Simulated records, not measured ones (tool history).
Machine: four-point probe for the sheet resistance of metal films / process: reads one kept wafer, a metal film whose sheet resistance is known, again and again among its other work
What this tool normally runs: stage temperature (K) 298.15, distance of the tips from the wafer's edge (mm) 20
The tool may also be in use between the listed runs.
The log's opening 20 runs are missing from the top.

run,hour,stage temperature (K),distance of the tips from the wafer's edge (mm),touches since the probe head was changed,hours of work since the stage's thermometer was calibrated,sheet resistance as the instrument gives it (ohm/square)
# hour 1277.4: stage's thermometer calibrated
21,1287.9,304.15,63,8610,8,15.731203
22,1325.5,300.15,14,10381,38,15.834256
23,1394.1,296.15,13,13608,92,15.91674
24,1440.3,296.15,9,15780,128,15.939131
25,1509.6,300.15,3,19042,182,16.194174
26,1561.5,299.15,6,21487,223,15.944942
27,1602.6,301.15,5,23421,256,15.942516
28,1653.6,302.15,43,25822,296,15.796128
29,1729.3,291.15,8,29385,355,16.072682
30,1774,296.15,6,31487,390,16.013703
31,1854.3,298.15,11,35268,453,15.912722
32,1929.2,298.15,13,38789,512,15.908042
33,2005.9,300.15,4,42398,572,16.059718
34,2057,300.15,4,44803,613,16.068143
35,2138.1,292.15,6,48620,676,16.117781

4 options for the next run, each taken on its own from the tool as it stands now. Forecast them:
A,2205.5,305.15,5,51792,729,?
B,2205.5,293.15,6,51792,729,?
C,2205.5,302.15,15,51792,729,?
D,2205.5,308.15,7,51792,729,?

run,sheet resistance as the instrument gives it (ohm/square)
A,15.913
B,16.109554
C,15.847572
D,15.784617
Without the tool's hidden state the same runs would have given:
run,sheet resistance as the instrument gives it (ohm/square)
A,15.896569
B,16.092648
C,15.831138
D,15.768379
